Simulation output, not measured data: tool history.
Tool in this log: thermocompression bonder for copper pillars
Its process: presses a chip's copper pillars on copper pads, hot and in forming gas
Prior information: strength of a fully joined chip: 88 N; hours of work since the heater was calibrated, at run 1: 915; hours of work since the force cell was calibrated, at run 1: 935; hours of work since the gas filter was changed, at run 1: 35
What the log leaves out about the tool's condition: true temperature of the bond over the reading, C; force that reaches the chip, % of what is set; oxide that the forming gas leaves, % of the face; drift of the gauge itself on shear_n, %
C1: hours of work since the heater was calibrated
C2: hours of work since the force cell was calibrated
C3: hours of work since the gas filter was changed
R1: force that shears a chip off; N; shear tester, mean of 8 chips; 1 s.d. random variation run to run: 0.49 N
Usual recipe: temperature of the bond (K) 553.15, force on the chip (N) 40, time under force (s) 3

run 1 hour=0.0 | temperature_of_the_bond_(K)=553.15 force_on_the_chip_(N)=40 time_under_force_(s)=3 | C1=915 C2=935 C3=35 | R1=51.7
run 2 hour=29.1 | temperature_of_the_bond_(K)=553.15 force_on_the_chip_(N)=40 time_under_force_(s)=3 | C1=937 C2=957 C3=57 | R1=51.5
-- hour=61.1 force cell calibrated
run 3 hour=87.3 | temperature_of_the_bond_(K)=553.15 force_on_the_chip_(N)=40 time_under_force_(s)=4 | C1=980 C2=20 C3=100 | R1=55.1
-- hour=105.3 heater calibrated with a thermocouple chip
run 4 hour=117.1 | temperature_of_the_bond_(K)=553.15 force_on_the_chip_(N)=40 time_under_force_(s)=4 | C1=9 C2=41 C3=121 | R1=56.6
run 5 hour=151.6 | temperature_of_the_bond_(K)=525.15 force_on_the_chip_(N)=40 time_under_force_(s)=3 | C1=35 C2=67 C3=147 | R1=39.3
run 6 hour=210.9 | temperature_of_the_bond_(K)=525.15 force_on_the_chip_(N)=40 time_under_force_(s)=3 | C1=80 C2=112 C3=192 | R1=39.4
run 7 hour=236.0 | temperature_of_the_bond_(K)=525.15 force_on_the_chip_(N)=40 time_under_force_(s)=3 | C1=99 C2=131 C3=211 | R1=38.6
run 8 hour=273.8 | temperature_of_the_bond_(K)=553.15 force_on_the_chip_(N)=40 time_under_force_(s)=4 | C1=127 C2=159 C3=240 | R1=56.2
run 9 hour=327.1 | temperature_of_the_bond_(K)=553.15 force_on_the_chip_(N)=24 time_under_force_(s)=4 | C1=168 C2=200 C3=280 | R1=43.0
-- hour=335.6 forming gas filter changed
run 10 hour=358.1 | temperature_of_the_bond_(K)=553.15 force_on_the_chip_(N)=48 time_under_force_(s)=6 | C1=191 C2=223 C3=17 | R1=67.8
run 11 hour=387.5 | temperature_of_the_bond_(K)=582.15 force_on_the_chip_(N)=48 time_under_force_(s)=6 | C1=213 C2=245 C3=39 | R1=78.9
run 12 hour=419.1 | temperature_of_the_bond_(K)=533.15 force_on_the_chip_(N)=48 time_under_force_(s)=4 | C1=237 C2=269 C3=63 | R1=52.8
run 13 hour=476.1 | temperature_of_the_bond_(K)=533.15 force_on_the_chip_(N)=48 time_under_force_(s)=4 | C1=280 C2=312 C3=106 | R1=51.6
run 14 hour=515.5 | temperature_of_the_bond_(K)=552.15 force_on_the_chip_(N)=40 time_under_force_(s)=9 | C1=310 C2=342 C3=136 | R1=67.3
run 15 hour=558.5 | temperature_of_the_bond_(K)=552.15 force_on_the_chip_(N)=40 time_under_force_(s)=9 | C1=342 C2=374 C3=169 | R1=67.6
run 16 hour=589.2 | temperature_of_the_bond_(K)=552.15 force_on_the_chip_(N)=40 time_under_force_(s)=9 | C1=366 C2=398 C3=192 | R1=67.9

Predict each of these 3 candidate next runs independently; none follows another, all start after run 16:
run A hour=626.2 | temperature_of_the_bond_(K)=556.15 force_on_the_chip_(N)=40 time_under_force_(s)=9 | C1=394 C2=426 C3=220 | R1=?
run B hour=626.2 | temperature_of_the_bond_(K)=537.15 force_on_the_chip_(N)=29 time_under_force_(s)=5 | C1=394 C2=426 C3=220 | R1=?
run C hour=626.2 | temperature_of_the_bond_(K)=550.15 force_on_the_chip_(N)=47 time_under_force_(s)=4 | C1=394 C2=426 C3=220 | R1=?

run=A R1=67.9
run=B R1=43.1
run=C R1=58.9
Without the tool's hidden state the same runs would have given:
run=A R1=70.9
run=B R1=45.3
run=C R1=61.6

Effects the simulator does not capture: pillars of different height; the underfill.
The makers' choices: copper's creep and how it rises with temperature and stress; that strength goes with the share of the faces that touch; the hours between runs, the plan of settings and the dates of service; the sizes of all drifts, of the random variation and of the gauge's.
